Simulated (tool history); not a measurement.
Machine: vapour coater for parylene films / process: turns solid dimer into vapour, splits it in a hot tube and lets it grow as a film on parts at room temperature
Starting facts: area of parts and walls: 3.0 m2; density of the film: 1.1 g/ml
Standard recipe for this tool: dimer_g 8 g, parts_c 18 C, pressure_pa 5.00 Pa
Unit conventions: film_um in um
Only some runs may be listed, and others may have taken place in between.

{"run": 1, "hour": 0.0, "dimer_g": 8, "parts_c": 18, "pressure_pa": 5.0, "film_um": 1.134}
{"hour": 9.0, "done": "trap's valve overhauled"}
{"run": 2, "hour": 25.5, "dimer_g": 8, "parts_c": 20, "pressure_pa": 5.0, "film_um": 1.084}
{"run": 3, "hour": 38.9, "dimer_g": 8, "parts_c": 18, "pressure_pa": 7.5, "film_um": 1.096}
{"run": 4, "hour": 51.3, "dimer_g": 8, "parts_c": 18, "pressure_pa": 7.5, "film_um": 1.095}
{"run": 5, "hour": 76.3, "dimer_g": 8, "parts_c": 18, "pressure_pa": 7.5, "film_um": 1.089}
{"run": 6, "hour": 97.4, "dimer_g": 8, "parts_c": 18, "pressure_pa": 7.5, "film_um": 1.092}
{"run": 7, "hour": 112.1, "dimer_g": 8, "parts_c": 18, "pressure_pa": 7.5, "film_um": 1.094}
{"run": 8, "hour": 135.1, "dimer_g": 8, "parts_c": 18, "pressure_pa": 7.5, "film_um": 1.083}
{"run": 9, "hour": 153.9, "dimer_g": 8, "parts_c": 18, "pressure_pa": 5.0, "film_um": 1.176}
{"run": 10, "hour": 167.0, "dimer_g": 8, "parts_c": 18, "pressure_pa": 5.0, "film_um": 1.174}
{"run": 11, "hour": 189.3, "dimer_g": 12, "parts_c": 18, "pressure_pa": 5.0, "film_um": 1.747}
{"hour": 192.3, "done": "table's thermometer calibrated"}
{"run": 12, "hour": 203.5, "dimer_g": 8, "parts_c": 12, "pressure_pa": 5.0, "film_um": 1.487}
{"run": 13, "hour": 228.7, "dimer_g": 8, "parts_c": 18, "pressure_pa": 3.21, "film_um": 1.232}
{"run": 14, "hour": 241.6, "dimer_g": 8, "parts_c": 12, "pressure_pa": 3.21, "film_um": 1.602}
{"run": 15, "hour": 258.3, "dimer_g": 8, "parts_c": 14, "pressure_pa": 2.45, "film_um": 1.555}
{"hour": 264.5, "done": "table's thermometer calibrated, once more"}
{"run": 16, "hour": 282.7, "dimer_g": 8, "parts_c": 14, "pressure_pa": 6.02, "film_um": 1.372}
{"run": 17, "hour": 293.5, "dimer_g": 4, "parts_c": 12, "pressure_pa": 9.46, "film_um": 0.683}

Run 18 is up next; what results do you expect?
{"run": 18, "hour": 304.9, "dimer_g": 4, "parts_c": 12, "pressure_pa": 9.46, "film_um": "?"}

{"run 18": {"film_um": 0.687}}
Were there no unlogged condition in the tool, this run, its random variation unchanged, would have produced film_um 0.704 um.
